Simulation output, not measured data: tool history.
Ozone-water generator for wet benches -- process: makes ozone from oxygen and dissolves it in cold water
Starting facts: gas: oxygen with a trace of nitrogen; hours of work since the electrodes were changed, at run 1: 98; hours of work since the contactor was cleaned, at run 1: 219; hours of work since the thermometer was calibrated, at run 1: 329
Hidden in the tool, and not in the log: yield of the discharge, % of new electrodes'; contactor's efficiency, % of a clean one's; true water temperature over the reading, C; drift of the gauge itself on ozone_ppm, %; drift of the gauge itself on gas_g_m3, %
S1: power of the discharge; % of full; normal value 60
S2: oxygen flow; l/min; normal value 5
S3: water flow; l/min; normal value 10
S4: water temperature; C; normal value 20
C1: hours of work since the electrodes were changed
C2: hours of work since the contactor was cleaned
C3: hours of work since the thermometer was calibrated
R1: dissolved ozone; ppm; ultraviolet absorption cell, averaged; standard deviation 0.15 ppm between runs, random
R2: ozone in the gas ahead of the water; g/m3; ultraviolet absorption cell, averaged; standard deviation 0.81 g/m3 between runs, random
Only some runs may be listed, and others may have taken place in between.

run	hour	S1	S2	S3	S4	C1	C2	C3	R1	R2
1	0	60	5	10	20	98	219	329	17.6	126.6
2	99.8	60	5	10	20	169	290	400	17.8	125.9
3	201.6	60	5	10	14	242	362	472	19.8	125.4
4	295.4	60	5	10	14	308	429	539	19.6	125.8
5	364.4	60	5	10	14	357	478	588	19.7	124.3
6	456.2	60	5	10	20	422	543	653	17.3	123.9
7	566.4	60	5	10	20	501	621	731	17.3	125.6
8	614.3	60	5	10	20	535	655	765	17.2	123.8
9	721.4	60	5	10	20	611	731	841	17	123.6
10	831.7	60	5	10	20	689	810	920	17	123.4
11	910.8	77	5	10	20	745	866	976	20.3	148.9
12	1006.8	60	5	15	20	813	934	1044	13.2	121.5
13	1088.4	60	5	15	20	871	992	1102	13.1	121.9
14	1147.2	60	5	8	20	913	1034	1144	19	121.6
15	1226.3	60	5	10	20	969	1090	1200	16.8	121.9
16	1317.1	60	5	10	20	1034	1154	1264	16.8	121.2
17	1399.4	85	4.04	10	15	1092	1213	1323	24.5	175.5
18	1486.2	85	4.04	10	15	1154	1274	1384	24.2	178.4
19	1574.1	60	5	10	20	1216	1337	1447	16.6	120.7
20	1674.1	60	5	10	20	1287	1408	1518	16.4	118.8
21	1724.2	60	5	10	20	1323	1444	1553	16.5	118.9
22	1772.2	50	6.64	12	17	1357	1478	1588	12.9	86.7
23	1833	53	6.64	12	14	1400	1521	1631	14.3	91.7
24	1890.2	72	6.64	12	14	1441	1561	1671	17.8	115.1
25	1981.9	60	6.63	6	14	1506	1626	1736	21.8	99.8
26	2075.8	86	7.67	6	14	1573	1693	1803	26.4	118
27	2186.6	42	8.37	10	20	1651	1772	1882	10.7	67.7
28	2297.7	49	8.37	10	14	1730	1851	1961	13.7	74.7
29	2376.2	40	4.1	9	14	1786	1907	2016	14.9	98.7
30	2462.9	40	4.1	9	14	1847	1968	2078	14.8	100.1
31	2508.7	40	5.81	9	14	1880	2001	2111	13.9	79.7
32	2618.3	90	4.76	6	15	1958	2078	2188	31.1	160.1

Predict each of these 4 candidate next runs independently; none follows another, all start after run 32:
A	2672.5	90	4.76	6	17	1996	2117	2227	?	?
B	2672.5	60	5	8	25	1996	2117	2227	?	?
C	2672.5	72	5.62	8	20	1996	2117	2227	?	?
D	2672.5	45	3.19	11	20	1996	2117	2227	?	?

run	R1	R2
A	29.6	158.5
B	16.2	115.2
C	19.5	122.1
D	13.3	124.3
Take away the tool's hidden state, keep each run's random variation, and the runs would have read:
run	R1	R2
A	34.1	179.1
B	18.1	126.3
C	22.2	135.6
D	14.6	133.2

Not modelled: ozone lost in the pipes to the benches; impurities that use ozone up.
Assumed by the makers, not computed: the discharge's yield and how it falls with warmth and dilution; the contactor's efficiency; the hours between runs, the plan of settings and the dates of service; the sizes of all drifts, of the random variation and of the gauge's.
